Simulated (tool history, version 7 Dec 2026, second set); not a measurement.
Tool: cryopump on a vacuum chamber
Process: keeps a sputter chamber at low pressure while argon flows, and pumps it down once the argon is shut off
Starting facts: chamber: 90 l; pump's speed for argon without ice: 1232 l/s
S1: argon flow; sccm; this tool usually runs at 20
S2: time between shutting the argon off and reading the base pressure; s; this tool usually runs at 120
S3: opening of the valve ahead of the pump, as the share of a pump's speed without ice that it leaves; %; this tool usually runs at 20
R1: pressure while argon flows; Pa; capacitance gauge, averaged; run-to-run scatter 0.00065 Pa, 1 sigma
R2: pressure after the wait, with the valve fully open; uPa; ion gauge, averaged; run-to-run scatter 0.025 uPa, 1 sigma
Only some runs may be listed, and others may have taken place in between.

run	hour	S1	S2	S3	R1	R2
1	0	20	120	20	0.1396	1.94
2	37.1	20	120	20	0.1413	2.02
3	91.2	20	120	20	0.139	2.02
4	128.3	20	120	20	0.1404	2.09
5	163.9	20	141	20	0.1404	2.01
6	211.2	20	141	20	0.1408	2.01
7	249.3	20	141	20	0.1404	1.97
8	274.6	20	141	20	0.1413	2.03
9	325.1	20	120	20	0.1407	2.19
10	367.6	20	120	20	0.1413	2.19
11	423.4	20	120	20	0.1403	2.27
12	479.6	20	120	20	0.1412	2.38
13	519.4	20	120	20	0.1414	2.4
14	567	20	120	20	0.1412	2.39
15	614.5	20	120	20	0.1419	2.42
16	664.9	20	120	24	0.1191	2.49
17	718.3	20	120	24	0.1188	2.52
18	750.2	20	188	20	0.1417	2.16
19	784.6	20	188	20	0.1427	2.34
20	819.4	21	101	35	0.0872	2.79
21	855.9	21	101	35	0.0893	2.82
22	884.1	12	150	23	0.0756	2.48
# hour 894: pump warmed up, emptied and cooled again
23	919.1	12	24	42	0.0394	5.36

For run 24, what comes out?
24	968.5	23	78	42	?	?

Run 24 measured R1 0.0766 Pa, R2 2.77 uPa.
Had the tool carried no hidden state, the very same run would have given R1 0.0757 Pa, R2 1.38 uPa.
